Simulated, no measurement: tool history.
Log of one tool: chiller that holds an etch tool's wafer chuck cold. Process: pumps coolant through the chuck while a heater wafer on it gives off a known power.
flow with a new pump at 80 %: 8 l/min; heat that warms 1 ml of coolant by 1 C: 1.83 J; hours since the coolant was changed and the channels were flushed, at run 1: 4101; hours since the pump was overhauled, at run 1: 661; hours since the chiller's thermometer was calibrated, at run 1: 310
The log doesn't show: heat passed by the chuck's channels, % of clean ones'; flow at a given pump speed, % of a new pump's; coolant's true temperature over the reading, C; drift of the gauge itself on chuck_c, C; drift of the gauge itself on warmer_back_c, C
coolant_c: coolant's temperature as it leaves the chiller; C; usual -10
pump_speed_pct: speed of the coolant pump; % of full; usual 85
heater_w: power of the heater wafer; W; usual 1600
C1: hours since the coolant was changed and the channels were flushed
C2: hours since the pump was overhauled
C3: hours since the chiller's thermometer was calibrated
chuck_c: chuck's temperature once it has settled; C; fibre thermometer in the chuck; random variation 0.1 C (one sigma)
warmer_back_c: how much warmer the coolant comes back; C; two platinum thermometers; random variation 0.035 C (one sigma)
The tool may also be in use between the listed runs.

{"run": 1, "day": 0.0, "coolant_c": -10, "pump_speed_pct": 85, "heater_w": 1600, "C1": 4101, "C2": 661, "C3": 310, "chuck_c": 5.5, "warmer_back_c": 6.11}
{"run": 2, "day": 4.25, "coolant_c": -10, "pump_speed_pct": 85, "heater_w": 1600, "C1": 4203, "C2": 763, "C3": 412, "chuck_c": 5.2, "warmer_back_c": 6.08}
{"run": 3, "day": 7.5, "coolant_c": -10, "pump_speed_pct": 85, "heater_w": 1600, "C1": 4281, "C2": 841, "C3": 490, "chuck_c": 5.3, "warmer_back_c": 6.09}
{"run": 4, "day": 10.771, "coolant_c": -10, "pump_speed_pct": 99, "heater_w": 1600, "C1": 4360, "C2": 920, "C3": 568, "chuck_c": 3.6, "warmer_back_c": 5.18}
{"run": 5, "day": 14.779, "coolant_c": -10, "pump_speed_pct": 82, "heater_w": 1600, "C1": 4456, "C2": 1016, "C3": 664, "chuck_c": 5.8, "warmer_back_c": 6.33}
{"run": 6, "day": 16.808, "coolant_c": -10, "pump_speed_pct": 82, "heater_w": 1600, "C1": 4505, "C2": 1065, "C3": 713, "chuck_c": 5.8, "warmer_back_c": 6.4}
{"run": 7, "day": 19.312, "coolant_c": -10, "pump_speed_pct": 82, "heater_w": 1600, "C1": 4565, "C2": 1125, "C3": 773, "chuck_c": 5.8, "warmer_back_c": 6.36}
{"run": 8, "day": 23.529, "coolant_c": -10, "pump_speed_pct": 85, "heater_w": 2159, "C1": 4666, "C2": 1226, "C3": 874, "chuck_c": 10.8, "warmer_back_c": 8.27}
{"run": 9, "day": 27.375, "coolant_c": -10, "pump_speed_pct": 81, "heater_w": 2159, "C1": 4758, "C2": 1318, "C3": 967, "chuck_c": 11.5, "warmer_back_c": 8.7}
{"run": 10, "day": 30.308, "coolant_c": -10, "pump_speed_pct": 85, "heater_w": 835, "C1": 4829, "C2": 1389, "C3": 1037, "chuck_c": -2.1, "warmer_back_c": 3.19}
{"run": 11, "day": 32.808, "coolant_c": -10, "pump_speed_pct": 85, "heater_w": 835, "C1": 4889, "C2": 1449, "C3": 1097, "chuck_c": -2, "warmer_back_c": 3.21}
{"run": 12, "day": 35.475, "coolant_c": -10, "pump_speed_pct": 85, "heater_w": 1600, "C1": 4953, "C2": 1513, "C3": 1161, "chuck_c": 5.2, "warmer_back_c": 6.12}
{"run": 13, "day": 38.212, "coolant_c": -7, "pump_speed_pct": 85, "heater_w": 1600, "C1": 5018, "C2": 1578, "C3": 1227, "chuck_c": 8.3, "warmer_back_c": 6.04}
{"run": 14, "day": 40.425, "coolant_c": -10, "pump_speed_pct": 85, "heater_w": 1600, "C1": 5071, "C2": 1631, "C3": 1280, "chuck_c": 5.3, "warmer_back_c": 6.16}
{"run": 15, "day": 42.904, "coolant_c": -10, "pump_speed_pct": 85, "heater_w": 1600, "C1": 5131, "C2": 1691, "C3": 1339, "chuck_c": 5.4, "warmer_back_c": 6.08}
{"run": 16, "day": 46.342, "coolant_c": -7, "pump_speed_pct": 85, "heater_w": 1600, "C1": 5214, "C2": 1773, "C3": 1422, "chuck_c": 8.3, "warmer_back_c": 6.09}
{"run": 17, "day": 49.367, "coolant_c": -7, "pump_speed_pct": 85, "heater_w": 1600, "C1": 5286, "C2": 1846, "C3": 1495, "chuck_c": 8.3, "warmer_back_c": 6.15}
{"run": 18, "day": 52.792, "coolant_c": -9, "pump_speed_pct": 74, "heater_w": 1198, "C1": 5368, "C2": 1928, "C3": 1577, "chuck_c": 3.8, "warmer_back_c": 5.33}
{"run": 19, "day": 55.754, "coolant_c": -20, "pump_speed_pct": 85, "heater_w": 2183, "C1": 5439, "C2": 1999, "C3": 1648, "chuck_c": 0.9, "warmer_back_c": 8.39}
{"run": 20, "day": 59.342, "coolant_c": -12, "pump_speed_pct": 73, "heater_w": 1206, "C1": 5526, "C2": 2085, "C3": 1734, "chuck_c": 1.4, "warmer_back_c": 5.42}
{"run": 21, "day": 62.892, "coolant_c": -12, "pump_speed_pct": 73, "heater_w": 1206, "C1": 5611, "C2": 2171, "C3": 1819, "chuck_c": 1.3, "warmer_back_c": 5.38}
{"run": 22, "day": 66.075, "coolant_c": -12, "pump_speed_pct": 73, "heater_w": 1206, "C1": 5687, "C2": 2247, "C3": 1896, "chuck_c": 1.1, "warmer_back_c": 5.41}
{"run": 23, "day": 69.312, "coolant_c": -9, "pump_speed_pct": 79, "heater_w": 849, "C1": 5765, "C2": 2325, "C3": 1973, "chuck_c": -0.5, "warmer_back_c": 3.5}
{"run": 24, "day": 73.408, "coolant_c": -10, "pump_speed_pct": 77, "heater_w": 1600, "C1": 5863, "C2": 2423, "C3": 2072, "chuck_c": 6.6, "warmer_back_c": 6.8}
{"day": 75.629, "done": "chiller's thermometer calibrated"}
{"run": 25, "day": 76.371, "coolant_c": -6, "pump_speed_pct": 79, "heater_w": 903, "C1": 5933, "C2": 2493, "C3": 18, "chuck_c": 3.4, "warmer_back_c": 3.73}
{"run": 26, "day": 78.846, "coolant_c": -14, "pump_speed_pct": 97, "heater_w": 2241, "C1": 5993, "C2": 2553, "C3": 77, "chuck_c": 5.5, "warmer_back_c": 7.51}
{"run": 27, "day": 81.112, "coolant_c": -14, "pump_speed_pct": 97, "heater_w": 2241, "C1": 6047, "C2": 2607, "C3": 132, "chuck_c": 5.4, "warmer_back_c": 7.44}
{"run": 28, "day": 84.567, "coolant_c": -9, "pump_speed_pct": 97, "heater_w": 1139, "C1": 6130, "C2": 2690, "C3": 214, "chuck_c": 0.7, "warmer_back_c": 3.75}
{"run": 29, "day": 88.596, "coolant_c": -9, "pump_speed_pct": 97, "heater_w": 1139, "C1": 6227, "C2": 2787, "C3": 311, "chuck_c": 0.8, "warmer_back_c": 3.8}
{"run": 30, "day": 92.721, "coolant_c": -18, "pump_speed_pct": 85, "heater_w": 1600, "C1": 6326, "C2": 2886, "C3": 410, "chuck_c": -2.8, "warmer_back_c": 6.07}
{"run": 31, "day": 96.892, "coolant_c": -3, "pump_speed_pct": 64, "heater_w": 2366, "C1": 6426, "C2": 2986, "C3": 510, "chuck_c": 25.5, "warmer_back_c": 12.31}
{"run": 32, "day": 98.85, "coolant_c": -10, "pump_speed_pct": 93, "heater_w": 1600, "C1": 6473, "C2": 3033, "C3": 557, "chuck_c": 4.2, "warmer_back_c": 5.54}

Forecast each of these 3 alternatives for the next run:
{"run": "A", "day": 102.15, "coolant_c": -10, "pump_speed_pct": 75, "heater_w": 1600, "C1": 6552, "C2": 3112, "C3": 637, "chuck_c": "?", "warmer_back_c": "?"}
{"run": "B", "day": 102.15, "coolant_c": -4, "pump_speed_pct": 88, "heater_w": 1211, "C1": 6552, "C2": 3112, "C3": 637, "chuck_c": "?", "warmer_back_c": "?"}
{"run": "C", "day": 102.15, "coolant_c": -10, "pump_speed_pct": 93, "heater_w": 1600, "C1": 6552, "C2": 3112, "C3": 637, "chuck_c": "?", "warmer_back_c": "?"}

run=A chuck_c=7 warmer_back_c=6.97
run=B chuck_c=7.3 warmer_back_c=4.49
run=C chuck_c=4.3 warmer_back_c=5.55
Without the tool's hidden state the same runs would have given:
run=A chuck_c=7 warmer_back_c=6.97
run=B chuck_c=7.3 warmer_back_c=4.49
run=C chuck_c=4.3 warmer_back_c=5.55
